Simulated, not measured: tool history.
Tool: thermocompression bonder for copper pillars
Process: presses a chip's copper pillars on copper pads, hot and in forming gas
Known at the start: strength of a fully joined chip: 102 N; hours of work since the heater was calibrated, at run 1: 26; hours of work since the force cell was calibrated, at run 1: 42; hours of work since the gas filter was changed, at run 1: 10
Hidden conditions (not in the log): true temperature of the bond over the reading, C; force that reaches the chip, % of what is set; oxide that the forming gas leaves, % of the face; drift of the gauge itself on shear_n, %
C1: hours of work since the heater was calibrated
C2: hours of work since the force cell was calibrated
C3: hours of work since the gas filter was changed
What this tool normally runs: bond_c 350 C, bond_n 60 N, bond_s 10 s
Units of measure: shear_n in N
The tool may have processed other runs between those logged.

Run 1, day 0.000: usual settings; C1 26; C2 42; C3 10. Result: shear_n 43.4 N.
Run 2, day 0.967: usual settings but bond_n 58 N; C1 36; C2 52; C3 20. Result: shear_n 41.7 N.
Run 3, day 1.962: usual settings but bond_n 58 N; C1 46; C2 62; C3 30. Result: shear_n 41.5 N.
Run 4, day 2.912: usual settings; C1 55; C2 72; C3 40. Result: shear_n 43.2 N.
Run 5, day 3.592: usual settings; C1 62; C2 79; C3 47. Result: shear_n 42.9 N.
Run 6, day 4.796: usual settings but bond_n 68 N; C1 75; C2 91; C3 59. Result: shear_n 47.8 N.
Run 7, day 5.671: usual settings but bond_n 68 N; C1 84; C2 100; C3 68. Result: shear_n 46.7 N.
Run 8, day 6.321: usual settings but bond_s 9 s; C1 90; C2 107; C3 75. Result: shear_n 40.6 N.
Run 9, day 7.496: usual settings but bond_s 9 s; C1 102; C2 119; C3 87. Result: shear_n 39.0 N.
Run 10, day 8.492: usual settings; C1 112; C2 129; C3 97. Result: shear_n 41.1 N.
Run 11, day 9.688: usual settings but bond_c 324 C, bond_n 40 N, bond_s 7 s; C1 124; C2 141; C3 109. Result: shear_n 15.6 N.
Run 12, day 10.371: usual settings but bond_c 324 C, bond_n 40 N, bond_s 20 s; C1 131; C2 148; C3 116. Result: shear_n 24.6 N.
Run 13, day 11.267: usual settings but bond_c 340 C, bond_n 51 N, bond_s 9 s; C1 141; C2 157; C3 125. Result: shear_n 28.5 N.
Run 14, day 11.983: usual settings but bond_c 340 C, bond_n 51 N, bond_s 9 s; C1 148; C2 164; C3 132. Result: shear_n 29.3 N.
Run 15, day 12.942: usual settings but bond_c 322 C, bond_n 42 N, bond_s 9 s; C1 158; C2 174; C3 142. Result: shear_n 17.6 N.
Run 16, day 13.875: usual settings but bond_n 65 N; C1 167; C2 184; C3 152. Result: shear_n 43.2 N.
Run 17, day 14.679: usual settings but bond_c 378 C, bond_n 47 N, bond_s 29 s; C1 175; C2 192; C3 160. Result: shear_n 62.5 N.
At day 15.179: forming gas filter changed.
Run 18, day 15.788: usual settings but bond_c 339 C; C1 186; C2 203; C3 6. Result: shear_n 37.2 N.
Run 19, day 17.017: usual settings but bond_c 371 C, bond_n 71 N, bond_s 24 s; C1 199; C2 215; C3 19. Result: shear_n 78.8 N.

Alternative continuations, all from the tool just after run 19; predict every row:
Run A, day 17.733: usual settings but bond_n 51 N; C1 206; C2 223; C3 26. Result: shear_n ?.
Run B, day 17.733: usual settings but bond_c 339 C, bond_s 11 s; C1 206; C2 223; C3 26. Result: shear_n ?.
Run C, day 17.733: usual settings but bond_c 371 C, bond_n 41 N, bond_s 12 s; C1 206; C2 223; C3 26. Result: shear_n ?.

run  shear_n
  A     36.1
  B     37.9
  C     40.7
Had the tool no hidden state, the same runs would have come out as:
run  shear_n
  A     36.6
  B     38.5
  C     41.2
